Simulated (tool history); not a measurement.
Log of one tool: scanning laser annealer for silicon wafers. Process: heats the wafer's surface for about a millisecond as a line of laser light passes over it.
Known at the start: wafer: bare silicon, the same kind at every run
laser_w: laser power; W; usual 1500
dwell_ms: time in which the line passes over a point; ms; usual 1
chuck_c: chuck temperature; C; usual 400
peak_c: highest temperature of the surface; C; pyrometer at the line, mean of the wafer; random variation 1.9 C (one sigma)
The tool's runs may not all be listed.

run	hour	laser_w	dwell_ms	chuck_c	peak_c
1	0	1500	1	400	1144
2	16.8	1500	1	429	1174
3	36.1	1500	1	373	1115
4	52.6	1500	0.98	400	1134
5	68.7	1500	0.98	400	1132
6	84.8	1500	0.98	400	1132
7	113.9	1500	0.98	431	1156
8	132.1	1500	1	400	1137
9	163.8	1500	1	400	1135
10	184.2	1500	1.15	400	1190
11	212.1	1500	1.15	400	1188
12	241.9	1500	1.15	400	1184
13	259	1500	1.15	400	1185
14	276.7	1554	0.71	408	1041
15	296.4	1407	1	409	1075
# hour 305.4: window over the wafer cleaned
16	321.2	1539	0.73	400	1082
17	341.5	1539	0.76	400	1091
18	365.8	1539	0.76	400	1093
19	397.8	1539	1.12	383	1237
20	417.3	1500	0.97	397	1154
21	450.4	1500	0.97	397	1159

Forecast each of these 5 alternatives for the next run:
A	470.2	1555	0.76	422	?
B	470.2	1292	0.74	407	?
C	470.2	1339	0.93	403	?
D	470.2	1334	1.06	426	?
E	470.2	1511	0.97	397	?

run	peak_c
A	1120
B	944
C	1040
D	1108
E	1164
Without the tool's hidden state the same runs would have given:
run	peak_c
A	1132
B	954
C	1052
D	1120
E	1177

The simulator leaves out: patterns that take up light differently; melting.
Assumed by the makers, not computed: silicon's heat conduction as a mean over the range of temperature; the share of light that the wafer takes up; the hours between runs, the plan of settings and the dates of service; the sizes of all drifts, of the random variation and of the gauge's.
